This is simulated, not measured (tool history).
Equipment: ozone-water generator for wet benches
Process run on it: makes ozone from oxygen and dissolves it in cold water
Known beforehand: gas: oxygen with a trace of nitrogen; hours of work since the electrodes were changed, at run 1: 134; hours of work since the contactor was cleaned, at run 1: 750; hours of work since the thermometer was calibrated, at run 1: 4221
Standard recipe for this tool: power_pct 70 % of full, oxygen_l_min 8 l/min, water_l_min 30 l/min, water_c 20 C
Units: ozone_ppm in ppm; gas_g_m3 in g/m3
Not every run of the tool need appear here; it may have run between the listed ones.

run,hour,power_pct,oxygen_l_min,water_l_min,water_c,hours of work since the electrodes were changed,hours of work since the contactor was cleaned,hours of work since the thermometer was calibrated,ozone_ppm,gas_g_m3
1,0,70,8,30,20,134,750,4221,28.2,234.9
2,37.2,70,8,30,20,160,776,4247,28.2,236.6
3,77.6,70,8,31,20,189,805,4275,27.6,236.7
4,109.8,70,8,30,20,211,827,4298,28.2,237.5
5,146.5,70,8,30,20,237,853,4324,28,235.7
6,173.8,70,8,41,20,257,872,4343,22.5,234.4
7,206.8,70,5.22,41,20,280,896,4366,22.6,311.9
8,238.3,70,13.86,30,20,302,918,4388,25.5,166.9
9,260.4,70,13.86,30,20,317,933,4404,25.2,167
10,302.5,70,13.86,30,20,347,963,4434,25.2,166.3
# hour 309.8: contactor cleaned
11,327.8,70,13.86,30,20,362,13,4449,25.5,166.6
12,348.9,70,8,30,20,377,28,4463,28,235.1
13,383.7,70,8,30,20,401,52,4488,28.1,235.3
14,424.7,70,8,30,27,430,81,4517,25,235.5
15,445.5,70,8,24,20,445,95,4531,32.1,236
16,486.3,70,8,24,20,474,124,4560,32.2,235.8
# hour 519.5: contactor cleaned, once more
17,532,70,8,24,20,503,9,4589,32.9,234.8
18,554.4,70,8,24,22,519,25,4605,31.3,236.3
19,597.3,58,4.76,37,28,549,55,4635,19.4,278.6
20,638.2,58,4.76,37,28,578,84,4664,18.8,281.2
21,657.7,80,4.66,32,19,591,97,4678,30.9,371.8
22,691.9,42,5.49,38,21,616,121,4702,15.3,195.6
23,717.1,42,5.49,20,16,633,139,4720,26.2,195.3
24,750.7,42,5.49,20,16,657,163,4743,26.7,193.7
25,769.2,42,5.49,20,16,670,176,4756,26.1,194.6
26,799.1,42,5.49,20,13,691,197,4777,27.9,195.3

Estimate the outcome of run 27 from the log above:
27,824.6,42,5.49,20,13,709,215,4795,?,?

ozone_ppm: 27.6 ppm
gas_g_m3: 193.4 g/m3
With the hidden condition absent and the run-to-run variation left alone, this run would have shown ozone_ppm 28.1 ppm, gas_g_m3 195.4 g/m3.
